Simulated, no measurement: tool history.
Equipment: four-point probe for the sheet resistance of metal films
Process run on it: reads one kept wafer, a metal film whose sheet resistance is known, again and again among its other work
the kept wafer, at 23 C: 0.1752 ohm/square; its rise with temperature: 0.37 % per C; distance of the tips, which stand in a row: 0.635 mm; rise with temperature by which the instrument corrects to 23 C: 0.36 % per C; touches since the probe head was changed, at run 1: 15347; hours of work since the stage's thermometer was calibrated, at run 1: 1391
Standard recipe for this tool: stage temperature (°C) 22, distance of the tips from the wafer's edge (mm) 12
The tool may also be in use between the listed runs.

| run | hour | stage temperature (°C) | distance of the tips from the wafer's edge (mm) | touches since the probe head was changed | hours of work since the stage's thermometer was calibrated | sheet resistance as the instrument gives it (ohm/square) |
|---|---|---|---|---|---|---|
| 1 | 0.0 | 22 | 12 | 15347 | 1391 | 0.175451 |
| 2 | 21.8 | 22 | 12 | 16716 | 1407 | 0.175469 |
| 3 | 50.6 | 34 | 12 | 18520 | 1429 | 0.175648 |
| 4 | 83.1 | 30 | 12 | 20554 | 1453 | 0.175538 |
| 5 | 111.2 | 30 | 12 | 22314 | 1475 | 0.175564 |
| 6 | 145.6 | 22 | 12 | 24473 | 1500 | 0.175409 |
| 7 | 165.7 | 22 | 4 | 25734 | 1516 | 0.177550 |
| 8 | 186.6 | 23 | 4 | 27045 | 1531 | 0.177566 |
| 9 | 220.1 | 23 | 4 | 29141 | 1556 | 0.177511 |
| 10 | 239.7 | 21 | 12 | 30371 | 1571 | 0.175382 |
| 11 | 259.9 | 21 | 12 | 31641 | 1586 | 0.175467 |
| 12 | 274.4 | 21 | 12 | 32548 | 1597 | 0.175389 |
| 13 | 291.7 | 21 | 12 | 33634 | 1610 | 0.175463 |
| 14 | 308.0 | 22 | 12 | 34650 | 1623 | 0.175496 |
|  | 316.5 | stage's thermometer calibrated |
| 15 | 332.1 | 22 | 12 | 36130 | 12 | 0.175415 |
| 16 | 345.9 | 33 | 26 | 37000 | 22 | 0.175427 |
| 17 | 363.9 | 33 | 26 | 38129 | 36 | 0.175378 |
| 18 | 390.8 | 23 | 12 | 39815 | 56 | 0.175473 |
| 19 | 410.7 | 23 | 12 | 41056 | 71 | 0.175506 |
| 20 | 444.6 | 21 | 14 | 43184 | 96 | 0.175416 |
| 21 | 462.7 | 19 | 11 | 44321 | 110 | 0.175463 |
| 22 | 488.5 | 35 | 29 | 45938 | 129 | 0.175337 |
| 23 | 519.8 | 35 | 29 | 47900 | 153 | 0.175381 |
| 24 | 543.3 | 27 | 12 | 49370 | 170 | 0.175553 |
| 25 | 565.6 | 19 | 5 | 50769 | 187 | 0.176671 |
| 26 | 595.8 | 19 | 5 | 52659 | 210 | 0.176654 |
| 27 | 611.2 | 19 | 5 | 53626 | 222 | 0.176616 |
| 28 | 627.9 | 31 | 72 | 54674 | 234 | 0.175306 |

Forecast each of these 4 alternatives for the next run:
| A | 654.7 | 31 | 72 | 56353 | 254 | ? |
| B | 654.7 | 21 | 72 | 56353 | 254 | ? |
| C | 654.7 | 33 | 72 | 56353 | 254 | ? |
| D | 654.7 | 23 | 72 | 56353 | 254 | ? |

| run | sheet resistance as the instrument gives it (ohm/square) |
|---|---|
| A | 0.175356 |
| B | 0.175234 |
| C | 0.175356 |
| D | 0.175216 |
Take away the tool's hidden state, keep each run's random variation, and the runs would have read:
| run | sheet resistance as the instrument gives it (ohm/square) |
|---|---|
| A | 0.175362 |
| B | 0.175240 |
| C | 0.175362 |
| D | 0.175222 |

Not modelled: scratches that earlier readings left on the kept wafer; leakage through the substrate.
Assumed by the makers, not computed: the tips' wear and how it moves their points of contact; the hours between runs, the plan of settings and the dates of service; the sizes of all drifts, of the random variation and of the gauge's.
